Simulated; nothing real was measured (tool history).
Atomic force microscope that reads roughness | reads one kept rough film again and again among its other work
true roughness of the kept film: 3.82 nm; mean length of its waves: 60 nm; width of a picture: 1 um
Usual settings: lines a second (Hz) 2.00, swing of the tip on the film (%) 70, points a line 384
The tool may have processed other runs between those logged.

run    day  lines a second (Hz)  swing of the tip on the film (%)  points a line  roughness of the kept film (nm (root mean square))
  1  0.000                 2.00                                70            384                                               3.514
  2  0.333                 1.27                                70            384                                               3.591
  3  0.775                 1.27                                70            384                                               3.570
  4  1.108                 1.27                                70            384                                               3.565
     1.392  -- new tip fitted
  5  1.650                 1.27                                70            384                                               3.570
  6  1.975                 2.00                                70            384                                               3.504
  7  2.496                 2.00                                70            384                                               3.511
  8  2.796                 2.81                                70            384                                               3.438
  9  3.246                 2.00                                70            384                                               3.507
 10  3.612                 2.00                                70            384                                               3.503
 11  3.879                 2.00                                76            384                                               3.434
 12  4.371                 2.00                                76            384                                               3.420
 13  4.712                 2.00                                76            384                                               3.441
 14  5.138                 2.00                                70            384                                               3.494

Run 15, settings as shown, results not yet in. Your forecast:
 15  5.579                 2.00                                66            818                                                   ?

Run 15 measured roughness of the kept film (nm (root mean square)) 3.564.
Were there no unlogged condition in the tool, this run, its random variation unchanged, would have produced roughness of the kept film (nm (root mean square)) 3.570.
